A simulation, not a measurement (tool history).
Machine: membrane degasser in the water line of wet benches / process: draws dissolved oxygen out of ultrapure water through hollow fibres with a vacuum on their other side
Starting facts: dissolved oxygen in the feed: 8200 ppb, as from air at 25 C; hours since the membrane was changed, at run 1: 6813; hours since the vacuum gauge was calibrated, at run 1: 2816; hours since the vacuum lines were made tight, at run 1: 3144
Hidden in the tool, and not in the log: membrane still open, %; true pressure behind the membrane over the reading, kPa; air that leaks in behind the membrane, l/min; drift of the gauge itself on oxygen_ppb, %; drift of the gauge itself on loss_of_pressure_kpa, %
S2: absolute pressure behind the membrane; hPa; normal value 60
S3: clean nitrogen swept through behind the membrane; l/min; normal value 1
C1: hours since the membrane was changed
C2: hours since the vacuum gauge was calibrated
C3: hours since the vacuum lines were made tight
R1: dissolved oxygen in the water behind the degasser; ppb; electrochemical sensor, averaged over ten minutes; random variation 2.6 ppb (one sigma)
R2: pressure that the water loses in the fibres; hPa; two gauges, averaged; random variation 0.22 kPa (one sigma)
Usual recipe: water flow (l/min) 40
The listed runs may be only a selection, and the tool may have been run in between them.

{"run": 1, "day": 0.0, "water flow (l/min)": 40, "S2": 60, "S3": 1, "C1": 6813, "C2": 2816, "C3": 3144, "R1": 276.4, "R2": 575}
{"run": 2, "day": 6.717, "water flow (l/min)": 40, "S2": 60, "S3": 1, "C1": 6974, "C2": 2977, "C3": 3305, "R1": 275.1, "R2": 571.6}
{"run": 3, "day": 15.096, "water flow (l/min)": 40, "S2": 60, "S3": 1, "C1": 7175, "C2": 3178, "C3": 3506, "R1": 278.8, "R2": 571.9}
{"run": 4, "day": 19.888, "water flow (l/min)": 40, "S2": 60, "S3": 1, "C1": 7290, "C2": 3293, "C3": 3622, "R1": 278.8, "R2": 578.8}
{"day": 23.354, "done": "vacuum gauge calibrated"}
{"run": 5, "day": 23.846, "water flow (l/min)": 40, "S2": 60, "S3": 1, "C1": 7385, "C2": 12, "C3": 3716, "R1": 266.5, "R2": 575.7}
{"run": 6, "day": 27.404, "water flow (l/min)": 40, "S2": 60, "S3": 1, "C1": 7470, "C2": 97, "C3": 3801, "R1": 268.7, "R2": 574.3}
{"run": 7, "day": 32.921, "water flow (l/min)": 40, "S2": 60, "S3": 1, "C1": 7602, "C2": 230, "C3": 3934, "R1": 273.8, "R2": 581.3}
{"run": 8, "day": 39.075, "water flow (l/min)": 40, "S2": 60, "S3": 1, "C1": 7750, "C2": 377, "C3": 4081, "R1": 268.2, "R2": 579}
{"run": 9, "day": 45.788, "water flow (l/min)": 52, "S2": 60, "S3": 1, "C1": 7911, "C2": 538, "C3": 4243, "R1": 412.5, "R2": 755.3}
{"run": 10, "day": 49.538, "water flow (l/min)": 40, "S2": 60, "S3": 0.57, "C1": 8001, "C2": 628, "C3": 4333, "R1": 382.5, "R2": 579.3}
{"run": 11, "day": 54.554, "water flow (l/min)": 40, "S2": 60, "S3": 0.57, "C1": 8122, "C2": 749, "C3": 4453, "R1": 388, "R2": 582.8}
{"run": 12, "day": 59.271, "water flow (l/min)": 40, "S2": 60, "S3": 0.57, "C1": 8235, "C2": 862, "C3": 4566, "R1": 382.4, "R2": 578.2}
{"run": 13, "day": 63.012, "water flow (l/min)": 40, "S2": 60, "S3": 0.57, "C1": 8325, "C2": 952, "C3": 4656, "R1": 388.5, "R2": 581.6}
{"run": 14, "day": 70.529, "water flow (l/min)": 40, "S2": 60, "S3": 1, "C1": 8505, "C2": 1132, "C3": 4836, "R1": 278, "R2": 581.1}
{"run": 15, "day": 74.379, "water flow (l/min)": 40, "S2": 60, "S3": 1, "C1": 8597, "C2": 1225, "C3": 4929, "R1": 273, "R2": 583.1}
{"run": 16, "day": 82.392, "water flow (l/min)": 40, "S2": 80.6, "S3": 1, "C1": 8790, "C2": 1417, "C3": 5121, "R1": 424.4, "R2": 585.5}
{"run": 17, "day": 86.808, "water flow (l/min)": 40, "S2": 80.6, "S3": 1, "C1": 8896, "C2": 1523, "C3": 5227, "R1": 429.8, "R2": 583.6}
{"run": 18, "day": 90.862, "water flow (l/min)": 54, "S2": 60, "S3": 1, "C1": 8993, "C2": 1620, "C3": 5324, "R1": 440.5, "R2": 787.7}
{"run": 19, "day": 94.583, "water flow (l/min)": 54, "S2": 60, "S3": 1, "C1": 9082, "C2": 1709, "C3": 5414, "R1": 440.8, "R2": 791.8}
{"run": 20, "day": 100.429, "water flow (l/min)": 36, "S2": 60, "S3": 0.56, "C1": 9223, "C2": 1850, "C3": 5554, "R1": 354.4, "R2": 528.8}
{"run": 21, "day": 105.762, "water flow (l/min)": 36, "S2": 60, "S3": 0.56, "C1": 9351, "C2": 1978, "C3": 5682, "R1": 352.9, "R2": 530.4}
{"run": 22, "day": 112.575, "water flow (l/min)": 36, "S2": 60, "S3": 0.56, "C1": 9514, "C2": 2141, "C3": 5846, "R1": 356.7, "R2": 531.4}
{"run": 23, "day": 120.796, "water flow (l/min)": 41, "S2": 60, "S3": 1.5, "C1": 9711, "C2": 2339, "C3": 6043, "R1": 229.6, "R2": 606.8}
{"run": 24, "day": 128.325, "water flow (l/min)": 41, "S2": 60, "S3": 1.5, "C1": 9892, "C2": 2519, "C3": 6223, "R1": 227.4, "R2": 606.6}
{"run": 25, "day": 136.796, "water flow (l/min)": 41, "S2": 60, "S3": 1.5, "C1": 10095, "C2": 2723, "C3": 6427, "R1": 228, "R2": 611.8}
{"day": 138.408, "done": "membrane cartridge changed"}
{"run": 26, "day": 144.638, "water flow (l/min)": 51, "S2": 105.7, "S3": 2.42, "C1": 149, "C2": 2907, "C3": 6611, "R1": 428, "R2": 691.7}
{"run": 27, "day": 152.854, "water flow (l/min)": 40, "S2": 60, "S3": 0.56, "C1": 347, "C2": 3104, "C3": 6808, "R1": 383.4, "R2": 541.8}
{"day": 154.338, "done": "seals of the vacuum lines changed"}
{"run": 28, "day": 160.296, "water flow (l/min)": 40, "S2": 60, "S3": 0.56, "C1": 523, "C2": 3281, "C3": 143, "R1": 387.7, "R2": 543.2}
{"day": 164.554, "done": "vacuum gauge calibrated"}
{"run": 29, "day": 168.479, "water flow (l/min)": 32, "S2": 60, "S3": 1, "C1": 719, "C2": 94, "C3": 339, "R1": 195.2, "R2": 435.8}

How would selected steps in R1 from run to run divide? Give the signed amount a tool lacking its hidden state would still show from settings, what came in and random variation, and the signed amount left for the hidden state, including any gauge scatter that is not in both of the compared results.
Run 17 -> 18: water flow (l/min) 40 -> 54, S2 80.6 -> 60. R1 +10.7 ppb: hidden state +27.3, all else -16.6.
Run 19 -> 20: water flow (l/min) 54 -> 36, S3 1 -> 0.56. R1 -86.4 ppb: hidden state -29.9, all else -56.5.
Run 25 -> 26: water flow (l/min) 41 -> 51, S2 60 -> 105.7, S3 1.5 -> 2.42, membrane cartridge changed. R1 +200 ppb: hidden state -21.6, all else +221.6.
Run 28 -> 29: water flow (l/min) 40 -> 32, S3 0.56 -> 1, vacuum gauge calibrated. R1 -192.5 ppb: hidden state -13.4, all else -179.1.
